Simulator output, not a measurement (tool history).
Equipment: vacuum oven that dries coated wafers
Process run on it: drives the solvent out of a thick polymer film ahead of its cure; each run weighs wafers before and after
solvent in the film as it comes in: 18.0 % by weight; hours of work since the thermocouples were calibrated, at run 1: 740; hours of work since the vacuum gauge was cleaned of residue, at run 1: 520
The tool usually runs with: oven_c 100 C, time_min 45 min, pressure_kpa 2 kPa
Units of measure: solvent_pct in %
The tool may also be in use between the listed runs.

run,day,oven_c,time_min,pressure_kpa,hours of work since the thermocouples were calibrated,hours of work since the vacuum gauge was cleaned of residue,solvent_pct
1,0,100,45,2,740,520,2.42
2,1.017,100,45,2,758,538,2.44
# day 1.321: oven's thermocouples calibrated
3,2.179,100,45,2,15,556,2.17
4,3.121,100,45,2,31,572,2.16
5,4.733,89,45,2,59,600,4.46
6,5.958,89,45,2,80,622,4.51
7,7.042,89,45,2,99,640,4.45
8,7.725,89,45,2,111,652,4.5
9,9.329,89,45,2,139,680,4.5
10,10.233,89,45,2,154,696,4.51
11,10.958,100,45,2,167,708,2.23
12,11.858,100,45,2,183,724,2.25
13,13.425,87,45,2,210,751,5.09
14,14.138,87,45,2,222,763,5.13
15,15.529,98,32,7.5,246,787,7.33
16,16.321,100,59,1.31,260,801,1.37
17,17.208,87,78,2,275,817,3.37
18,18.767,87,78,2,302,844,3.39
19,19.546,87,78,2,316,857,3.42
20,20.758,99,78,5.63,337,878,4.39
21,22.188,114,29,2.59,361,903,1.6
22,23.3,103,31,1.22,381,922,2.3
23,24.896,103,31,1.22,408,950,2.31
24,26.425,103,31,1.22,435,976,2.33
25,27.4,103,31,1.22,452,993,2.35
26,28.433,103,31,1.22,470,1011,2.34
27,29.488,103,31,1.22,488,1029,2.35

Consider 4 possible next runs. They are alternatives, not a sequence: every one starts from the tool as it was left by run 27. What does each give?
A,30.679,104,45,2,509,1050,?
B,30.679,109,38,1.22,509,1050,?
C,30.679,95,66,5.11,509,1050,?
D,30.679,103,31,1.33,509,1050,?

run,solvent_pct
A,1.82
B,1.13
C,5.04
D,2.42
With the hidden condition removed and each run's random variation left untouched, the same runs would have given:
run,solvent_pct
A,1.6
B,0.96
C,4.7
D,2.17

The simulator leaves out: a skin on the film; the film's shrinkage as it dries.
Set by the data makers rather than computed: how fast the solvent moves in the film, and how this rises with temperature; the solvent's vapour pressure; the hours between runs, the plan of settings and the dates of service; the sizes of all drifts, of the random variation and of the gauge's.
